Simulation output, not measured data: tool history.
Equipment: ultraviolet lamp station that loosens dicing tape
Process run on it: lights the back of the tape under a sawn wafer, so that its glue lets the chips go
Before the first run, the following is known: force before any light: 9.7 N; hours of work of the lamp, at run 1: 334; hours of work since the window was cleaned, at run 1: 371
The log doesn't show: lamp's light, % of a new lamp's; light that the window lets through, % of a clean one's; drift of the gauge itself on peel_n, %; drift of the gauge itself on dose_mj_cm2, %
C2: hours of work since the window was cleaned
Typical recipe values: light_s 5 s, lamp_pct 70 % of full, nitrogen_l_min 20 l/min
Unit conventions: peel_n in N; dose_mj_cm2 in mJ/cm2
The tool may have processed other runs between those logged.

Run 1, hour 0.0: usual settings; hours of work of the lamp 334; C2 371. Result: peel_n 0.936 N, dose_mj_cm2 230 mJ/cm2.
Run 2, hour 32.5: usual settings; hours of work of the lamp 354; C2 391. Result: peel_n 0.914 N, dose_mj_cm2 232 mJ/cm2.
Run 3, hour 58.9: usual settings; hours of work of the lamp 370; C2 407. Result: peel_n 0.920 N, dose_mj_cm2 230 mJ/cm2.
Run 4, hour 74.7: usual settings; hours of work of the lamp 379; C2 416. Result: peel_n 0.903 N, dose_mj_cm2 231 mJ/cm2.
Run 5, hour 97.1: usual settings but lamp_pct 85 % of full; hours of work of the lamp 393; C2 430. Result: peel_n 0.575 N, dose_mj_cm2 278 mJ/cm2.
Run 6, hour 116.4: usual settings but lamp_pct 85 % of full; hours of work of the lamp 405; C2 442. Result: peel_n 0.591 N, dose_mj_cm2 274 mJ/cm2.
Run 7, hour 150.8: usual settings but lamp_pct 85 % of full; hours of work of the lamp 426; C2 463. Result: peel_n 0.572 N, dose_mj_cm2 280 mJ/cm2.
Run 8, hour 181.8: usual settings; hours of work of the lamp 444; C2 481. Result: peel_n 0.932 N, dose_mj_cm2 231 mJ/cm2.
At hour 188.9: window cleaned of glue's vapour.
Run 9, hour 217.3: usual settings; hours of work of the lamp 466; C2 17. Result: peel_n 0.903 N, dose_mj_cm2 229 mJ/cm2.
Run 10, hour 233.9: usual settings but lamp_pct 81 % of full; hours of work of the lamp 476; C2 27. Result: peel_n 0.674 N, dose_mj_cm2 263 mJ/cm2.
Run 11, hour 264.0: usual settings but lamp_pct 81 % of full; hours of work of the lamp 494; C2 46. Result: peel_n 0.638 N, dose_mj_cm2 264 mJ/cm2.
Run 12, hour 300.9: usual settings but nitrogen_l_min 15 l/min; hours of work of the lamp 516; C2 68. Result: peel_n 1.042 N, dose_mj_cm2 229 mJ/cm2.
Run 13, hour 326.3: usual settings but nitrogen_l_min 15 l/min; hours of work of the lamp 532; C2 83. Result: peel_n 1.065 N, dose_mj_cm2 229 mJ/cm2.
Run 14, hour 353.0: usual settings but nitrogen_l_min 15 l/min; hours of work of the lamp 548; C2 100. Result: peel_n 1.044 N, dose_mj_cm2 228 mJ/cm2.
Run 15, hour 387.6: usual settings but nitrogen_l_min 15 l/min; hours of work of the lamp 569; C2 121. Result: peel_n 1.073 N, dose_mj_cm2 228 mJ/cm2.
Run 16, hour 413.8: usual settings; hours of work of the lamp 585; C2 137. Result: peel_n 0.909 N, dose_mj_cm2 228 mJ/cm2.
Run 17, hour 439.5: usual settings; hours of work of the lamp 600; C2 152. Result: peel_n 0.895 N, dose_mj_cm2 226 mJ/cm2.
Run 18, hour 474.4: usual settings but lamp_pct 84 % of full; hours of work of the lamp 622; C2 173. Result: peel_n 0.612 N, dose_mj_cm2 274 mJ/cm2.
Run 19, hour 505.4: usual settings but lamp_pct 84 % of full; hours of work of the lamp 640; C2 192. Result: peel_n 0.601 N, dose_mj_cm2 272 mJ/cm2.
Run 20, hour 521.3: usual settings; hours of work of the lamp 650; C2 202. Result: peel_n 0.904 N, dose_mj_cm2 227 mJ/cm2.
Run 21, hour 554.9: usual settings but nitrogen_l_min 34 l/min; hours of work of the lamp 671; C2 222. Result: peel_n 0.707 N, dose_mj_cm2 229 mJ/cm2.
Run 22, hour 575.0: usual settings but nitrogen_l_min 34 l/min; hours of work of the lamp 683; C2 234. Result: peel_n 0.706 N, dose_mj_cm2 230 mJ/cm2.
Run 23, hour 603.4: usual settings but light_s 3 s, nitrogen_l_min 34 l/min; hours of work of the lamp 700; C2 252. Result: peel_n 1.925 N, dose_mj_cm2 139 mJ/cm2.
Run 24, hour 634.9: usual settings but lamp_pct 80 % of full, nitrogen_l_min 18 l/min; hours of work of the lamp 719; C2 271. Result: peel_n 0.742 N, dose_mj_cm2 263 mJ/cm2.
Run 25, hour 666.8: usual settings but light_s 7 s, lamp_pct 66 % of full, nitrogen_l_min 28 l/min; hours of work of the lamp 738; C2 290. Result: peel_n 0.398 N, dose_mj_cm2 295 mJ/cm2.
Run 26, hour 694.3: usual settings but light_s 7 s, lamp_pct 66 % of full, nitrogen_l_min 28 l/min; hours of work of the lamp 755; C2 307. Result: peel_n 0.391 N, dose_mj_cm2 299 mJ/cm2.
Run 27, hour 727.2: usual settings but light_s 7 s, lamp_pct 99 % of full, nitrogen_l_min 12 l/min; hours of work of the lamp 775; C2 327. Result: peel_n 0.276 N, dose_mj_cm2 453 mJ/cm2.
Run 28, hour 751.5: usual settings but light_s 8 s, lamp_pct 80 % of full, nitrogen_l_min 12 l/min; hours of work of the lamp 790; C2 341. Result: peel_n 0.308 N, dose_mj_cm2 417 mJ/cm2.
Run 29, hour 773.8: usual settings but light_s 8 s, lamp_pct 80 % of full, nitrogen_l_min 12 l/min; hours of work of the lamp 803; C2 355. Result: peel_n 0.308 N, dose_mj_cm2 418 mJ/cm2.
Run 30, hour 811.1: usual settings but light_s 2 s, lamp_pct 67 % of full; hours of work of the lamp 826; C2 378. Result: peel_n 3.955 N, dose_mj_cm2 83 mJ/cm2.
Run 31, hour 829.9: usual settings but light_s 2 s, lamp_pct 67 % of full; hours of work of the lamp 837; C2 389. Result: peel_n 3.722 N, dose_mj_cm2 91 mJ/cm2.
Run 32, hour 865.8: usual settings but light_s 2 s, lamp_pct 91 % of full, nitrogen_l_min 10 l/min; hours of work of the lamp 859; C2 411. Result: peel_n 3.388 N, dose_mj_cm2 119 mJ/cm2.
Run 33, hour 885.8: usual settings but light_s 6 s, nitrogen_l_min 11 l/min; hours of work of the lamp 871; C2 423. Result: peel_n 0.864 N, dose_mj_cm2 277 mJ/cm2.
Run 34, hour 905.2: usual settings but light_s 9 s, lamp_pct 75 % of full, nitrogen_l_min 13 l/min; hours of work of the lamp 883; C2 435. Result: peel_n 0.264 N, dose_mj_cm2 439 mJ/cm2.
Run 35, hour 926.0: usual settings but lamp_pct 92 % of full; hours of work of the lamp 896; C2 447. Result: peel_n 0.477 N, dose_mj_cm2 304 mJ/cm2.
Run 36, hour 955.1: usual settings but lamp_pct 92 % of full, nitrogen_l_min 27 l/min; hours of work of the lamp 913; C2 465. Result: peel_n 0.407 N, dose_mj_cm2 293 mJ/cm2.
Run 37, hour 980.3: usual settings but lamp_pct 63 % of full, nitrogen_l_min 14 l/min; hours of work of the lamp 929; C2 480. Result: peel_n 1.348 N, dose_mj_cm2 207 mJ/cm2.
At hour 988.0: window cleaned of glue's vapour.
Run 38, hour 1005.8: usual settings but light_s 8 s, lamp_pct 61 % of full, nitrogen_l_min 14 l/min; hours of work of the lamp 944; C2 11. Result: peel_n 0.515 N, dose_mj_cm2 318 mJ/cm2.
Run 39, hour 1032.7: usual settings but light_s 6 s, lamp_pct 99 % of full, nitrogen_l_min 11 l/min; hours of work of the lamp 960; C2 27. Result: peel_n 0.389 N, dose_mj_cm2 387 mJ/cm2.
Run 40, hour 1054.3: usual settings but light_s 3 s, lamp_pct 96 % of full, nitrogen_l_min 21 l/min; hours of work of the lamp 973; C2 40. Result: peel_n 1.332 N, dose_mj_cm2 188 mJ/cm2.
Run 41, hour 1083.9: usual settings but lamp_pct 84 % of full; hours of work of the lamp 991; C2 58. Result: peel_n 0.569 N, dose_mj_cm2 275 mJ/cm2.
Run 42, hour 1106.5: usual settings but lamp_pct 84 % of full; hours of work of the lamp 1005; C2 72. Result: peel_n 0.627 N, dose_mj_cm2 276 mJ/cm2.

Each row is a separate what-if for the run after 42, all from the same tool condition, not one after another. Results?
Run A, hour 1138.2: usual settings but lamp_pct 97 % of full, nitrogen_l_min 39 l/min; hours of work of the lamp 1024; C2 91. Result: peel_n ?, dose_mj_cm2 ?.
Run B, hour 1138.2: usual settings but light_s 7 s, lamp_pct 74 % of full, nitrogen_l_min 21 l/min; hours of work of the lamp 1024; C2 91. Result: peel_n ?, dose_mj_cm2 ?.
Run C, hour 1138.2: usual settings but light_s 2 s, lamp_pct 84 % of full, nitrogen_l_min 21 l/min; hours of work of the lamp 1024; C2 91. Result: peel_n ?, dose_mj_cm2 ?.
Run D, hour 1138.2: usual settings but lamp_pct 87 % of full; hours of work of the lamp 1024; C2 91. Result: peel_n ?, dose_mj_cm2 ?.

run  peel_n  dose_mj_cm2
  A   0.307          315
  B   0.340          341
  C   2.970          108
  D   0.561          288
Without the tool's hidden state the same runs would have given:
run  peel_n  dose_mj_cm2
  A   0.306          316
  B   0.339          341
  C   2.963          109
  D   0.558          288
